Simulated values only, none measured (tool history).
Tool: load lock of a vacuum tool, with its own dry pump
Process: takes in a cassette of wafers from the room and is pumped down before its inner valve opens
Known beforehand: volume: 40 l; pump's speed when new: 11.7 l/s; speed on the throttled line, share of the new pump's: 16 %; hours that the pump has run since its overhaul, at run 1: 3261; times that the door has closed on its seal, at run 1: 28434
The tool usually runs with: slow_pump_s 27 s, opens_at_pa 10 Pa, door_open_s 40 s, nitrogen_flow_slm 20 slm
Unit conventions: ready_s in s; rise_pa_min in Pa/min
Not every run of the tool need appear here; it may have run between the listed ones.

run	hour	slow_pump_s	opens_at_pa	door_open_s	nitrogen_flow_slm	hours that the pump has run since its overhaul	times that the door has closed on its seal	incoming humidity of the room's air, %	ready_s	rise_pa_min
1	0	27	10	40	20	3261	28434	43	55.1	0.102
2	61.5	27	10	40	20	3322	28727	44.5	54.7	0.113
3	153.6	27	10	40	10	3414	29165	43.8	55.1	0.117
4	248.7	27	10	40	10	3509	29619	42.7	55.2	0.118
5	327.6	27	10	40	10	3588	29994	44	55.5	0.126
6	412.2	27	10	40	10	3673	30398	46.3	55.5	0.12
7	509.3	27	10	32	20	3770	30860	46.9	55.4	0.122
8	599.4	27	10	32	20	3860	31290	42.9	54.9	0.116
9	665.2	27	10	40	20	3926	31603	44.2	55.6	0.12
10	805.7	27	10	40	20	4066	32273	44.6	55.1	0.132
11	940.7	27	8	40	20	4201	32916	44.2	55.8	0.133
12	1053.8	27	11	40	20	4314	33455	43.4	55.2	0.135
13	1189.5	27	9	40	20	4450	34102	44	55.7	0.139
14	1294.3	27	9	40	20	4555	34601	42.5	55.9	0.138
15	1393.9	20	10	55	20	4655	35076	46.7	49.7	0.139
16	1494.8	20	10	55	20	4755	35556	46.8	49.7	0.146
17	1599.3	42	10	153	20	4860	36054	43.5	67.7	0.164

Forecast run 18:
18	1662	42	10	153	20	4923	36353	40.8	?	?

ready_s: 67.9 s
rise_pa_min: 0.168 Pa/min
With no hidden state in the tool, this same run would have given ready_s 66.8 s, rise_pa_min 0.046 Pa/min.

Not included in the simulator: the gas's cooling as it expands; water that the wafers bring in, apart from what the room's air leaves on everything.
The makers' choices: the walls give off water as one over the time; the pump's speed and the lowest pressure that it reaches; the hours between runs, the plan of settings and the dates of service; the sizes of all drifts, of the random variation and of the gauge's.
